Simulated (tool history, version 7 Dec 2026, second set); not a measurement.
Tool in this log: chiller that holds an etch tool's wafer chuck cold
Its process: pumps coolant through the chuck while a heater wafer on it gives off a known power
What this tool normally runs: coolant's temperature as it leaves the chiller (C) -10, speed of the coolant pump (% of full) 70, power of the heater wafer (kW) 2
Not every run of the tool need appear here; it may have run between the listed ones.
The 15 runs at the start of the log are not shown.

| run | hour | coolant's temperature as it leaves the chiller (C) | speed of the coolant pump (% of full) | power of the heater wafer (kW) | chuck's temperature once it has settled (C) | how much warmer the coolant comes back (C) |
|---|---|---|---|---|---|---|
| 16 | 651.3 | -9 | 70 | 2 | 13.5 | 7.04 |
| 17 | 684.4 | -9 | 70 | 2 | 13.6 | 6.99 |
| 18 | 708 | -9 | 70 | 2 | 13.6 | 6.98 |
| 19 | 742.7 | -16 | 67 | 1.406 | 0.5 | 5.21 |
| 20 | 765.6 | -1 | 77 | 2 | 19.9 | 6.38 |
|  | 787.4 | coolant changed, channels flushed |
| 21 | 798.1 | -14 | 87 | 2 | 1.9 | 5.6 |
| 22 | 832.1 | -10 | 99 | 1.506 | 0.7 | 3.63 |
| 23 | 872.7 | -10 | 99 | 1.506 | 0.4 | 3.73 |
| 24 | 919.9 | -10 | 99 | 1.506 | 0.7 | 3.72 |
| 25 | 957.9 | -10 | 99 | 1.506 | 0.7 | 3.75 |
| 26 | 1001.9 | -15 | 86 | 1.428 | -3.7 | 4.09 |
| 27 | 1052.3 | -15 | 81 | 1.958 | 1.5 | 6 |
| 28 | 1077.8 | -10 | 70 | 2.243 | 11.6 | 7.92 |
| 29 | 1121.4 | -1 | 71 | 2 | 18 | 6.94 |
| 30 | 1158.1 | -10 | 74 | 2.732 | 15 | 9.08 |
| 31 | 1179.7 | -12 | 70 | 2 | 7.2 | 7.16 |
| 32 | 1207.3 | -7 | 62 | 2.12 | 15.7 | 8.52 |
| 33 | 1249 | -7 | 62 | 2.12 | 15.7 | 8.49 |

Branching from run 33: 3 alternative next runs. What would each branch give?
| A | 1284.2 | -8 | 72 | 2.12 | ? | ? |
| B | 1284.2 | -10 | 70 | 1.055 | ? | ? |
| C | 1284.2 | -10 | 73 | 1.782 | ? | ? |

| run | chuck's temperature once it has settled (C) | how much warmer the coolant comes back (C) |
|---|---|---|
| A | 11.9 | 7.23 |
| B | 0.2 | 3.74 |
| C | 6.4 | 6.05 |
The same runs, with their run-to-run variation unchanged, on a tool lacking any hidden condition would have given:
| run | chuck's temperature once it has settled (C) | how much warmer the coolant comes back (C) |
|---|---|---|
| A | 11.6 | 7.13 |
| B | 0.1 | 3.69 |
| C | 6.2 | 5.97 |
